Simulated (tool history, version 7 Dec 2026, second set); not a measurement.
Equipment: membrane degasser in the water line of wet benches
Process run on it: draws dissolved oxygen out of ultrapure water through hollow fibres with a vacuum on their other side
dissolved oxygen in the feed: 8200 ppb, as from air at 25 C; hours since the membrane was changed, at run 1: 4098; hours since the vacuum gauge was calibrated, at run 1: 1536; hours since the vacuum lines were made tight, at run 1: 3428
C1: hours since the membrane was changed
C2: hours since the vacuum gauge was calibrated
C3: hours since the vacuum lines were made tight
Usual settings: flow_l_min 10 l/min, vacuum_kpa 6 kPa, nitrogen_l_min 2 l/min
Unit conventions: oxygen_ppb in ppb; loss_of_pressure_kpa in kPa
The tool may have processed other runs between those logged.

run 1 hour=0 | flow_l_min=10 vacuum_kpa=6 nitrogen_l_min=2 | C1=4098 C2=1536 C3=3428 | oxygen_ppb=48.6 loss_of_pressure_kpa=45.37
run 2 hour=128.1 | flow_l_min=10 vacuum_kpa=6 nitrogen_l_min=2 | C1=4226 C2=1664 C3=3556 | oxygen_ppb=49.3 loss_of_pressure_kpa=45.37
run 3 hour=352.7 | flow_l_min=10 vacuum_kpa=6 nitrogen_l_min=2 | C1=4451 C2=1889 C3=3780 | oxygen_ppb=48.9 loss_of_pressure_kpa=45.74
run 4 hour=503.5 | flow_l_min=10 vacuum_kpa=6 nitrogen_l_min=2 | C1=4601 C2=2039 C3=3931 | oxygen_ppb=48.7 loss_of_pressure_kpa=45.12
run 5 hour=643.7 | flow_l_min=10 vacuum_kpa=6 nitrogen_l_min=2 | C1=4742 C2=2180 C3=4071 | oxygen_ppb=49.1 loss_of_pressure_kpa=45.69
run 6 hour=945.4 | flow_l_min=10 vacuum_kpa=6 nitrogen_l_min=2 | C1=5043 C2=2481 C3=4373 | oxygen_ppb=49.1 loss_of_pressure_kpa=45.54
run 7 hour=1178.7 | flow_l_min=10 vacuum_kpa=6 nitrogen_l_min=2 | C1=5277 C2=2715 C3=4606 | oxygen_ppb=49.1 loss_of_pressure_kpa=45.7
run 8 hour=1335.2 | flow_l_min=10 vacuum_kpa=6 nitrogen_l_min=2 | C1=5433 C2=2871 C3=4763 | oxygen_ppb=49.4 loss_of_pressure_kpa=45.42
-- hour=1518.7 vacuum gauge calibrated
run 9 hour=1644.9 | flow_l_min=10 vacuum_kpa=6 nitrogen_l_min=2 | C1=5742 C2=126 C3=5072 | oxygen_ppb=50 loss_of_pressure_kpa=45.89
run 10 hour=1923.7 | flow_l_min=10 vacuum_kpa=6 nitrogen_l_min=2 | C1=6021 C2=405 C3=5351 | oxygen_ppb=49 loss_of_pressure_kpa=45.74
run 11 hour=2199.3 | flow_l_min=10 vacuum_kpa=6 nitrogen_l_min=2 | C1=6297 C2=681 C3=5627 | oxygen_ppb=51.6 loss_of_pressure_kpa=45.88
run 12 hour=2412 | flow_l_min=10 vacuum_kpa=6 nitrogen_l_min=2 | C1=6509 C2=893 C3=5839 | oxygen_ppb=51.2 loss_of_pressure_kpa=45.83
run 13 hour=2721.2 | flow_l_min=10 vacuum_kpa=9.29 nitrogen_l_min=2 | C1=6819 C2=1203 C3=6148 | oxygen_ppb=93.1 loss_of_pressure_kpa=46.15
run 14 hour=2898.2 | flow_l_min=10 vacuum_kpa=9.29 nitrogen_l_min=2 | C1=6996 C2=1380 C3=6325 | oxygen_ppb=93.2 loss_of_pressure_kpa=45.88
run 15 hour=3083.5 | flow_l_min=10 vacuum_kpa=9.29 nitrogen_l_min=2 | C1=7181 C2=1565 C3=6511 | oxygen_ppb=93.4 loss_of_pressure_kpa=46.17
run 16 hour=3220.1 | flow_l_min=10 vacuum_kpa=9.29 nitrogen_l_min=2 | C1=7318 C2=1701 C3=6647 | oxygen_ppb=93.1 loss_of_pressure_kpa=46.31
run 17 hour=3514.2 | flow_l_min=10 vacuum_kpa=6 nitrogen_l_min=5.75 | C1=7612 C2=1996 C3=6941 | oxygen_ppb=27.9 loss_of_pressure_kpa=46.19
run 18 hour=3740.4 | flow_l_min=10 vacuum_kpa=4.94 nitrogen_l_min=5.75 | C1=7838 C2=2222 C3=7168 | oxygen_ppb=23 loss_of_pressure_kpa=45.91
run 19 hour=4045.5 | flow_l_min=10 vacuum_kpa=4.94 nitrogen_l_min=5.75 | C1=8143 C2=2527 C3=7473 | oxygen_ppb=24.4 loss_of_pressure_kpa=46.17
run 20 hour=4235.3 | flow_l_min=7 vacuum_kpa=4.94 nitrogen_l_min=3.19 | C1=8333 C2=2717 C3=7663 | oxygen_ppb=14.8 loss_of_pressure_kpa=32.24
run 21 hour=4502.9 | flow_l_min=6 vacuum_kpa=7.49 nitrogen_l_min=2 | C1=8600 C2=2984 C3=7930 | oxygen_ppb=36.9 loss_of_pressure_kpa=27.94
-- hour=4577.7 vacuum gauge calibrated
run 22 hour=4641.1 | flow_l_min=7 vacuum_kpa=4.62 nitrogen_l_min=2 | C1=8738 C2=63 C3=8068 | oxygen_ppb=17.6 loss_of_pressure_kpa=32.48
run 23 hour=4933.1 | flow_l_min=7 vacuum_kpa=4.62 nitrogen_l_min=2 | C1=9030 C2=355 C3=8360 | oxygen_ppb=17.7 loss_of_pressure_kpa=32.48
run 24 hour=5093.4 | flow_l_min=7 vacuum_kpa=3.93 nitrogen_l_min=1.51 | C1=9190 C2=516 C3=8520 | oxygen_ppb=13.3 loss_of_pressure_kpa=32.47
-- hour=5182.9 seals of the vacuum lines changed
run 25 hour=5229.8 | flow_l_min=7 vacuum_kpa=4.28 nitrogen_l_min=1.03 | C1=9325 C2=650 C3=47 | oxygen_ppb=22.2 loss_of_pressure_kpa=32.61
run 26 hour=5539.6 | flow_l_min=14 vacuum_kpa=3.7 nitrogen_l_min=5.04 | C1=9635 C2=960 C3=357 | oxygen_ppb=53.1 loss_of_pressure_kpa=65.36
run 27 hour=5772 | flow_l_min=12 vacuum_kpa=6 nitrogen_l_min=2 | C1=9867 C2=1192 C3=589 | oxygen_ppb=73.4 loss_of_pressure_kpa=55.96
run 28 hour=6019.1 | flow_l_min=14 vacuum_kpa=11.77 nitrogen_l_min=2.97 | C1=10114 C2=1439 C3=836 | oxygen_ppb=148.7 loss_of_pressure_kpa=65.43
run 29 hour=6334.5 | flow_l_min=15 vacuum_kpa=10.61 nitrogen_l_min=1.83 | C1=10430 C2=1755 C3=1152 | oxygen_ppb=210.4 loss_of_pressure_kpa=69.74
run 30 hour=6464.8 | flow_l_min=8 vacuum_kpa=3.79 nitrogen_l_min=1.12 | C1=10560 C2=1885 C3=1282 | oxygen_ppb=18.6 loss_of_pressure_kpa=37.17
run 31 hour=6740.9 | flow_l_min=8 vacuum_kpa=3.79 nitrogen_l_min=1.12 | C1=10836 C2=2161 C3=1558 | oxygen_ppb=18.7 loss_of_pressure_kpa=37.35
run 32 hour=6925.4 | flow_l_min=16 vacuum_kpa=6.55 nitrogen_l_min=1.25 | C1=11020 C2=2346 C3=1742 | oxygen_ppb=178.2 loss_of_pressure_kpa=74.89
run 33 hour=7061.8 | flow_l_min=16 vacuum_kpa=6.55 nitrogen_l_min=1.25 | C1=11157 C2=2482 C3=1879 | oxygen_ppb=175.2 loss_of_pressure_kpa=75.19

Had the tool no unlogged condition, and each run kept its random variation, what would the results have been?
The tool's hidden condition here consists of: membrane still open, %; true pressure behind the membrane over the reading, kPa; air that leaks in behind the membrane, l/min; drift of the gauge itself on oxygen_ppb, %; drift of the gauge itself on loss_of_pressure_kpa, %.
run=1 oxygen_ppb=46.5 loss_of_pressure_kpa=44.73
run=2 oxygen_ppb=47.1 loss_of_pressure_kpa=44.71
run=3 oxygen_ppb=46.5 loss_of_pressure_kpa=45.03
run=4 oxygen_ppb=46.2 loss_of_pressure_kpa=44.38
run=5 oxygen_ppb=46.5 loss_of_pressure_kpa=44.93
run=6 oxygen_ppb=46.2 loss_of_pressure_kpa=44.73
run=7 oxygen_ppb=46 loss_of_pressure_kpa=44.84
run=8 oxygen_ppb=46.2 loss_of_pressure_kpa=44.54
run=9 oxygen_ppb=46.3 loss_of_pressure_kpa=44.94
run=10 oxygen_ppb=45.1 loss_of_pressure_kpa=44.75
run=11 oxygen_ppb=47.3 loss_of_pressure_kpa=44.84
run=12 oxygen_ppb=46.8 loss_of_pressure_kpa=44.75
run=13 oxygen_ppb=86.6 loss_of_pressure_kpa=45.01
run=14 oxygen_ppb=86.5 loss_of_pressure_kpa=44.71
run=15 oxygen_ppb=86.5 loss_of_pressure_kpa=44.96
run=16 oxygen_ppb=86 loss_of_pressure_kpa=45.08
run=17 oxygen_ppb=24.3 loss_of_pressure_kpa=44.91
run=18 oxygen_ppb=19.6 loss_of_pressure_kpa=44.59
run=19 oxygen_ppb=20.7 loss_of_pressure_kpa=44.79
run=20 oxygen_ppb=12.6 loss_of_pressure_kpa=31.26
run=21 oxygen_ppb=32.2 loss_of_pressure_kpa=27.06
run=22 oxygen_ppb=15.1 loss_of_pressure_kpa=31.44
run=23 oxygen_ppb=15.1 loss_of_pressure_kpa=31.4
run=24 oxygen_ppb=10.8 loss_of_pressure_kpa=31.36
run=25 oxygen_ppb=20.1 loss_of_pressure_kpa=31.48
run=26 oxygen_ppb=44.1 loss_of_pressure_kpa=63.04
run=27 oxygen_ppb=66.1 loss_of_pressure_kpa=53.92
run=28 oxygen_ppb=138.2 loss_of_pressure_kpa=62.98
run=29 oxygen_ppb=196.6 loss_of_pressure_kpa=67.05
run=30 oxygen_ppb=15.2 loss_of_pressure_kpa=35.72
run=31 oxygen_ppb=15.1 loss_of_pressure_kpa=35.86
run=32 oxygen_ppb=160.9 loss_of_pressure_kpa=71.85
run=33 oxygen_ppb=157.9 loss_of_pressure_kpa=72.09

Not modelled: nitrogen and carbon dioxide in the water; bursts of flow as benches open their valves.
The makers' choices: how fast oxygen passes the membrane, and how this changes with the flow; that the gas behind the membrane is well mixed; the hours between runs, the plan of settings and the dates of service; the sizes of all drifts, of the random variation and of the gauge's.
